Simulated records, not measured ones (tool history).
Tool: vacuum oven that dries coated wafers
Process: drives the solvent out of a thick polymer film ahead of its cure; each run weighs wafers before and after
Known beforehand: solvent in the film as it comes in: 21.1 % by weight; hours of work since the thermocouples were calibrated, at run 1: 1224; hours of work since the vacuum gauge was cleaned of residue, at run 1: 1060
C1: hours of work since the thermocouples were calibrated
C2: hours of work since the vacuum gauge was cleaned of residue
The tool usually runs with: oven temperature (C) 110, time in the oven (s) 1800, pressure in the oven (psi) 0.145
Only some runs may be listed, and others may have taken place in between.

Run 1, hour 0: usual settings; C1 1224; C2 1060. Result: solvent left in the film (%) 1.37.
Run 2, hour 24.7: usual settings; C1 1243; C2 1079. Result: solvent left in the film (%) 1.46.
Run 3, hour 45: usual settings; C1 1258; C2 1094. Result: solvent left in the film (%) 1.42.
Run 4, hour 67.1: usual settings; C1 1275; C2 1110. Result: solvent left in the film (%) 1.44.
Run 5, hour 95.5: usual settings; C1 1296; C2 1132. Result: solvent left in the film (%) 1.41.
Run 6, hour 125.5: usual settings; C1 1319; C2 1154. Result: solvent left in the film (%) 1.41.
Run 7, hour 163: usual settings but time in the oven (s) 1020; C1 1347; C2 1183. Result: solvent left in the film (%) 3.52.
Run 8, hour 200.3: usual settings but time in the oven (s) 1020; C1 1375; C2 1211. Result: solvent left in the film (%) 3.53.
At hour 204.3: oven's thermocouples calibrated.
Run 9, hour 237.5: usual settings but time in the oven (s) 3180; C1 25; C2 1237. Result: solvent left in the film (%) 0.72.
Run 10, hour 273.7: usual settings but time in the oven (s) 2700; C1 52; C2 1264. Result: solvent left in the film (%) 0.85.
Run 11, hour 296.9: usual settings but time in the oven (s) 2700; C1 70; C2 1282. Result: solvent left in the film (%) 0.79.
Run 12, hour 336.6: usual settings but time in the oven (s) 2700; C1 99; C2 1312. Result: solvent left in the film (%) 0.82.
At hour 354.4: oven's thermocouples calibrated, once more.
Run 13, hour 371.9: usual settings but oven temperature (C) 111; C1 13; C2 1337. Result: solvent left in the film (%) 1.53.
Run 14, hour 393.2: usual settings but oven temperature (C) 111; C1 29; C2 1353. Result: solvent left in the film (%) 1.53.
Run 15, hour 416.7: usual settings but time in the oven (s) 2220; C1 47; C2 1370. Result: solvent left in the film (%) 1.19.
Run 16, hour 444.9: usual settings but oven temperature (C) 102, time in the oven (s) 1020, pressure in the oven (psi) 0.138; C1 68; C2 1392. Result: solvent left in the film (%) 5.77.
Run 17, hour 473.3: usual settings but oven temperature (C) 102, time in the oven (s) 1020, pressure in the oven (psi) 0.138; C1 89; C2 1413. Result: solvent left in the film (%) 5.75.
Run 18, hour 502.2: usual settings but oven temperature (C) 114, time in the oven (s) 2580, pressure in the oven (psi) 0.216; C1 111; C2 1435. Result: solvent left in the film (%) 1.06.
Run 19, hour 544.8: usual settings but oven temperature (C) 122, time in the oven (s) 1440, pressure in the oven (psi) 0.216; C1 143; C2 1467. Result: solvent left in the film (%) 1.19.
Run 20, hour 564: usual settings but oven temperature (C) 114, pressure in the oven (psi) 0.125; C1 158; C2 1481. Result: solvent left in the film (%) 1.09.
Run 21, hour 597: usual settings but oven temperature (C) 113, time in the oven (s) 1860, pressure in the oven (psi) 0.238; C1 182; C2 1506. Result: solvent left in the film (%) 1.66.
Run 22, hour 621.5: usual settings but oven temperature (C) 114, time in the oven (s) 1500, pressure in the oven (psi) 0.213; C1 201; C2 1524. Result: solvent left in the film (%) 1.93.
Run 23, hour 658.9: usual settings but oven temperature (C) 117, time in the oven (s) 2760, pressure in the oven (psi) 0.091; C1 229; C2 1553. Result: solvent left in the film (%) 0.51.
Run 24, hour 692.5: usual settings but oven temperature (C) 117, time in the oven (s) 2760, pressure in the oven (psi) 0.091; C1 254; C2 1578. Result: solvent left in the film (%) 0.52.
Run 25, hour 728.6: usual settings but oven temperature (C) 117, time in the oven (s) 2760, pressure in the oven (psi) 0.091; C1 281; C2 1605. Result: solvent left in the film (%) 0.49.
Run 26, hour 769.9: usual settings but oven temperature (C) 117, time in the oven (s) 2760, pressure in the oven (psi) 0.091; C1 313; C2 1636. Result: solvent left in the film (%) 0.49.
Run 27, hour 811.3: usual settings but oven temperature (C) 117, time in the oven (s) 2760, pressure in the oven (psi) 0.091; C1 344; C2 1667. Result: solvent left in the film (%) 0.46.
Run 28, hour 838.8: usual settings but pressure in the oven (psi) 0.081; C1 364; C2 1688. Result: solvent left in the film (%) 1.41.

3 ways to go on from here, each from the tool as it stands after run 28. What would each give?
Run A, hour 876.2: usual settings but oven temperature (C) 121, pressure in the oven (psi) 0.576; C1 392; C2 1716. Result: solvent left in the film (%) ?.
Run B, hour 876.2: usual settings but time in the oven (s) 3060; C1 392; C2 1716. Result: solvent left in the film (%) ?.
Run C, hour 876.2: usual settings but oven temperature (C) 116, time in the oven (s) 1500, pressure in the oven (psi) 0.077; C1 392; C2 1716. Result: solvent left in the film (%) ?.

run  solvent left in the film (%)
  A                          1.97
  B                          0.87
  C                          1.22
Without the tool's hidden state the same runs would have given:
run  solvent left in the film (%)
  A                          1.91
  B                          0.75
  C                          1.15
